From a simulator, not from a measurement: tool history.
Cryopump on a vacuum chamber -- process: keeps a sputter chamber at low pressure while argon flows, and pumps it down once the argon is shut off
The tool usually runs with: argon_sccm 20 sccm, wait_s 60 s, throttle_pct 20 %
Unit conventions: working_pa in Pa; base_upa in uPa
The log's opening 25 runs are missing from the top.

run	hour	argon_sccm	wait_s	throttle_pct	hours of work since the pump was warmed up and emptied	hours of work since the cold head was overhauled	hours of work since the chamber's fittings were tightened	working_pa	base_upa
26	499.1	11	41	16	387	387	2159	0.0535	1.52
27	518.6	11	41	16	398	398	2170	0.0535	1.57
28	536.2	37	49	20	408	408	2180	0.1453	1.48
29	563.6	19	286	32	423	423	2195	0.0479	0.98
30	577.3	22	36	34	431	431	2203	0.0517	1.62
31	603.3	9	26	25	445	445	2217	0.0274	1.98
32	629.7	21	237	28	460	460	2232	0.0594	1.04
33	656.0	13	102	20	475	475	2247	0.0516	1.17
34	681.1	20	173	20	489	489	2261	0.0795	1.09
35	709.9	20	173	20	505	505	2277	0.0797	1.08

3 ways to go on from here, each from the tool as it stands after run 35. What would each give?
A	735.1	21	169	28	519	519	2291	?	?
B	735.1	9	60	20	519	519	2291	?	?
C	735.1	39	75	21	519	519	2291	?	?

run	working_pa	base_upa
A	0.0613	1.12
B	0.0370	1.39
C	0.1480	1.33
Without the tool's hidden state the same runs would have given:
run	working_pa	base_upa
A	0.0584	0.29
B	0.0358	0.59
C	0.1425	0.51
